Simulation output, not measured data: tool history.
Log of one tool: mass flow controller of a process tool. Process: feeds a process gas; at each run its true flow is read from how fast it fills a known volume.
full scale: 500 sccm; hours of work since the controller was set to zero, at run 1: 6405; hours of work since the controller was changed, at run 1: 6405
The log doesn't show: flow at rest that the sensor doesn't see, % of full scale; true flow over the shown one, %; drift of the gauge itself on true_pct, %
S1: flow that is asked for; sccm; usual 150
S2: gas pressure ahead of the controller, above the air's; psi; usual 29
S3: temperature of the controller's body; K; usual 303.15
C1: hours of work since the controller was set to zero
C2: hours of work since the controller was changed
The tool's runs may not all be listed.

{"run": 1, "hour": 0.0, "S1": 150, "S2": 29, "S3": 303.15, "C1": 6405, "C2": 6405, "true flow (%)": 98.16}
{"run": 2, "hour": 117.8, "S1": 150, "S2": 29, "S3": 303.15, "C1": 6491, "C2": 6491, "true flow (%)": 98.12}
{"run": 3, "hour": 238.5, "S1": 150, "S2": 29, "S3": 304.15, "C1": 6578, "C2": 6578, "true flow (%)": 97.99}
{"run": 4, "hour": 364.0, "S1": 150, "S2": 29, "S3": 303.15, "C1": 6669, "C2": 6669, "true flow (%)": 97.82}
{"run": 5, "hour": 477.9, "S1": 150, "S2": 29, "S3": 303.15, "C1": 6752, "C2": 6752, "true flow (%)": 97.81}
{"hour": 579.6, "done": "controller exchanged for a calibrated one"}
{"run": 6, "hour": 579.6, "S1": 150, "S2": 29, "S3": 309.15, "C1": 0, "C2": 0, "true flow (%)": 98.03}
{"run": 7, "hour": 717.6, "S1": 150, "S2": 29, "S3": 303.15, "C1": 100, "C2": 100, "true flow (%)": 97.82}
{"run": 8, "hour": 798.5, "S1": 150, "S2": 29, "S3": 303.15, "C1": 159, "C2": 159, "true flow (%)": 97.73}
{"run": 9, "hour": 893.9, "S1": 150, "S2": 29, "S3": 303.15, "C1": 228, "C2": 228, "true flow (%)": 97.56}
{"run": 10, "hour": 1005.5, "S1": 150, "S2": 29, "S3": 303.15, "C1": 309, "C2": 309, "true flow (%)": 97.54}
{"run": 11, "hour": 1098.8, "S1": 150, "S2": 29, "S3": 303.15, "C1": 377, "C2": 377, "true flow (%)": 97.54}
{"run": 12, "hour": 1274.0, "S1": 150, "S2": 29, "S3": 303.15, "C1": 504, "C2": 504, "true flow (%)": 97.36}
{"run": 13, "hour": 1430.7, "S1": 150, "S2": 29, "S3": 297.15, "C1": 618, "C2": 618, "true flow (%)": 96.99}
{"run": 14, "hour": 1560.7, "S1": 150, "S2": 29, "S3": 297.15, "C1": 713, "C2": 713, "true flow (%)": 97.13}
{"run": 15, "hour": 1755.3, "S1": 150, "S2": 29, "S3": 311.15, "C1": 854, "C2": 854, "true flow (%)": 97.45}
{"run": 16, "hour": 1883.1, "S1": 150, "S2": 29, "S3": 301.15, "C1": 947, "C2": 947, "true flow (%)": 97.04}
{"run": 17, "hour": 1979.2, "S1": 74, "S2": 23.9, "S3": 298.15, "C1": 1016, "C2": 1016, "true flow (%)": 96.77}
{"run": 18, "hour": 2063.7, "S1": 493, "S2": 27, "S3": 297.15, "C1": 1078, "C2": 1078, "true flow (%)": 98.88}
{"run": 19, "hour": 2222.6, "S1": 493, "S2": 27, "S3": 297.15, "C1": 1193, "C2": 1193, "true flow (%)": 98.84}
{"run": 20, "hour": 2378.3, "S1": 493, "S2": 27, "S3": 297.15, "C1": 1306, "C2": 1306, "true flow (%)": 98.85}
{"run": 21, "hour": 2508.2, "S1": 183, "S2": 36.1, "S3": 299.15, "C1": 1401, "C2": 1401, "true flow (%)": 96.62}
{"run": 22, "hour": 2624.4, "S1": 91, "S2": 23.9, "S3": 311.15, "C1": 1485, "C2": 1485, "true flow (%)": 96.8}
{"run": 23, "hour": 2781.4, "S1": 178, "S2": 27.7, "S3": 308.15, "C1": 1599, "C2": 1599, "true flow (%)": 97.06}
{"run": 24, "hour": 2864.3, "S1": 178, "S2": 27.7, "S3": 308.15, "C1": 1659, "C2": 1659, "true flow (%)": 96.99}
{"run": 25, "hour": 3012.8, "S1": 178, "S2": 27.7, "S3": 308.15, "C1": 1767, "C2": 1767, "true flow (%)": 96.95}
{"run": 26, "hour": 3105.8, "S1": 150, "S2": 29, "S3": 311.15, "C1": 1835, "C2": 1835, "true flow (%)": 96.7}
{"run": 27, "hour": 3302.6, "S1": 150, "S2": 29, "S3": 311.15, "C1": 1978, "C2": 1978, "true flow (%)": 96.68}
{"run": 28, "hour": 3452.1, "S1": 116, "S2": 27.3, "S3": 309.15, "C1": 2086, "C2": 2086, "true flow (%)": 96.32}
{"run": 29, "hour": 3601.0, "S1": 150, "S2": 22.8, "S3": 294.15, "C1": 2194, "C2": 2194, "true flow (%)": 96.15}
{"run": 30, "hour": 3772.1, "S1": 150, "S2": 22.8, "S3": 294.15, "C1": 2318, "C2": 2318, "true flow (%)": 95.91}
{"hour": 3871.4, "done": "gauge calibrated"}
{"run": 31, "hour": 3922.7, "S1": 453, "S2": 36, "S3": 296.15, "C1": 2428, "C2": 2428, "true flow (%)": 99.45}

Hidden state or all else? Some run-to-run changes of true flow (%), split into what the settings, what came in and random variation would give without the hidden state, and what is left for the hidden state (with any gauge scatter that isn't in both results):
Run 14 -> 15: S3 297.15 -> 311.15. true flow (%) +0.32: hidden state -0.1, all else +0.42.
Run 17 -> 18: S1 74 -> 493, S2 23.9 -> 27, S3 298.15 -> 297.15. true flow (%) +2.11: hidden state -0.07, all else +2.18.
Run 20 -> 21: S1 493 -> 183, S2 27 -> 36.1, S3 297.15 -> 299.15. true flow (%) -2.23: hidden state -0.05, all else -2.18.
Run 22 -> 23: S1 91 -> 178, S2 23.9 -> 27.7, S3 311.15 -> 308.15. true flow (%) +0.26: hidden state -0.1, all else +0.36.
Run 30 -> 31: S1 150 -> 453, S2 22.8 -> 36, S3 294.15 -> 296.15, gauge calibrated. true flow (%) +3.54: hidden state +1.96, all else +1.58.
